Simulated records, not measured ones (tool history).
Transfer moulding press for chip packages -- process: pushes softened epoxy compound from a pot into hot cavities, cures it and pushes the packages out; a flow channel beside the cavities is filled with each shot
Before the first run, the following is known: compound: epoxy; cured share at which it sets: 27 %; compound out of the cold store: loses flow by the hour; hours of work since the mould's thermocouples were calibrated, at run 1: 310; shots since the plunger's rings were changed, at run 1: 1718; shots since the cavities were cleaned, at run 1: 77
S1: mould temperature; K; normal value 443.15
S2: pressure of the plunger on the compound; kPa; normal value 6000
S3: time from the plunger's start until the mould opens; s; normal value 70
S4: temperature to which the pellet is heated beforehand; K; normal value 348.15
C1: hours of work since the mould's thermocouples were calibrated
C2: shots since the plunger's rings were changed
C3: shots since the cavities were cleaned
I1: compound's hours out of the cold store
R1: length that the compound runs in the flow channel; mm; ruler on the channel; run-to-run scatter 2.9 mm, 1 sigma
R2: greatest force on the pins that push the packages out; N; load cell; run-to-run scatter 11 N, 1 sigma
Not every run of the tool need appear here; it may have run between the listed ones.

{"run": 1, "hour": 0.0, "S1": 443.15, "S2": 6000, "S3": 70, "S4": 348.15, "C1": 310, "C2": 1718, "C3": 77, "I1": 23.3, "R1": 797, "R2": 569}
{"run": 2, "hour": 13.8, "S1": 443.15, "S2": 6000, "S3": 70, "S4": 348.15, "C1": 319, "C2": 1925, "C3": 284, "I1": 14.3, "R1": 844, "R2": 744}
{"run": 3, "hour": 26.1, "S1": 443.15, "S2": 6000, "S3": 70, "S4": 355.15, "C1": 327, "C2": 2108, "C3": 467, "I1": 36.8, "R1": 718, "R2": 763}
{"hour": 30.2, "done": "cavities cleaned with cleaning compound and waxed"}
{"run": 4, "hour": 39.4, "S1": 443.15, "S2": 6000, "S3": 109, "S4": 348.15, "C1": 335, "C2": 2285, "C3": 137, "I1": 41.6, "R1": 695, "R2": 560}
{"run": 5, "hour": 47.8, "S1": 443.15, "S2": 6000, "S3": 70, "S4": 348.15, "C1": 340, "C2": 2412, "C3": 264, "I1": 14.2, "R1": 835, "R2": 1024}
{"run": 6, "hour": 62.9, "S1": 443.15, "S2": 6000, "S3": 70, "S4": 348.15, "C1": 350, "C2": 2637, "C3": 489, "I1": 16.2, "R1": 819, "R2": 1046}
{"hour": 65.6, "done": "cavities cleaned with cleaning compound and waxed"}
{"hour": 73.4, "done": "mould's thermocouples calibrated"}
{"run": 7, "hour": 75.1, "S1": 443.15, "S2": 6000, "S3": 70, "S4": 348.15, "C1": 1, "C2": 2768, "C3": 112, "I1": 12.8, "R1": 838, "R2": 609}
{"hour": 77.5, "done": "cavities cleaned with cleaning compound and waxed, once more"}
{"run": 8, "hour": 92.9, "S1": 443.15, "S2": 6000, "S3": 70, "S4": 348.15, "C1": 12, "C2": 3013, "C3": 231, "I1": 25.4, "R1": 766, "R2": 677}
{"run": 9, "hour": 107.6, "S1": 442.15, "S2": 4570, "S3": 70, "S4": 348.15, "C1": 21, "C2": 3234, "C3": 452, "I1": 26.1, "R1": 663, "R2": 891}
{"hour": 112.8, "done": "cavities cleaned with cleaning compound and waxed"}
{"hour": 123.7, "done": "plunger's sealing rings changed"}
{"run": 10, "hour": 130.2, "S1": 442.15, "S2": 4570, "S3": 70, "S4": 348.15, "C1": 33, "C2": 97, "C3": 223, "I1": 35.1, "R1": 659, "R2": 725}
{"run": 11, "hour": 144.5, "S1": 442.15, "S2": 4570, "S3": 70, "S4": 343.15, "C1": 43, "C2": 312, "C3": 438, "I1": 41.4, "R1": 632, "R2": 850}
{"hour": 150.9, "done": "cavities cleaned with cleaning compound and waxed"}
{"run": 12, "hour": 161.3, "S1": 437.15, "S2": 4720, "S3": 68, "S4": 344.15, "C1": 52, "C2": 541, "C3": 155, "I1": 36.5, "R1": 669, "R2": 996}
{"run": 13, "hour": 173.0, "S1": 437.15, "S2": 4720, "S3": 68, "S4": 344.15, "C1": 60, "C2": 717, "C3": 331, "I1": 35.3, "R1": 672, "R2": 1204}
{"hour": 186.2, "done": "cavities cleaned with cleaning compound and waxed"}
{"run": 14, "hour": 186.5, "S1": 450.15, "S2": 6360, "S3": 65, "S4": 344.15, "C1": 68, "C2": 897, "C3": 5, "I1": 43.8, "R1": 714, "R2": 356}
{"run": 15, "hour": 199.3, "S1": 437.15, "S2": 4940, "S3": 70, "S4": 340.15, "C1": 76, "C2": 1089, "C3": 197, "I1": 22, "R1": 759, "R2": 1080}

Selected run-to-run steps in R1, each split into two signed amounts: the part the tool would show with no hidden state at all (from settings, incoming material and random variation), and the remainder, which goes to the hidden state together with any gauge scatter not common to the measured and the hidden-state-free results:
Hidden state at play: true mould temperature over the reading, C; pressure that reaches the compound, % of what is set; grip of the stained cavities, % over clean ones'; drift of the gauge itself on flow_mm, %; drift of the gauge itself on push_out_n, %.
Run 4 -> 5: S3 109 -> 70. R1 +140 mm: hidden state -7, all else +147.
Run 9 -> 10: cavities cleaned with cleaning compound and waxed, plunger's sealing rings changed. R1 -4 mm: hidden state +34, all else -38.
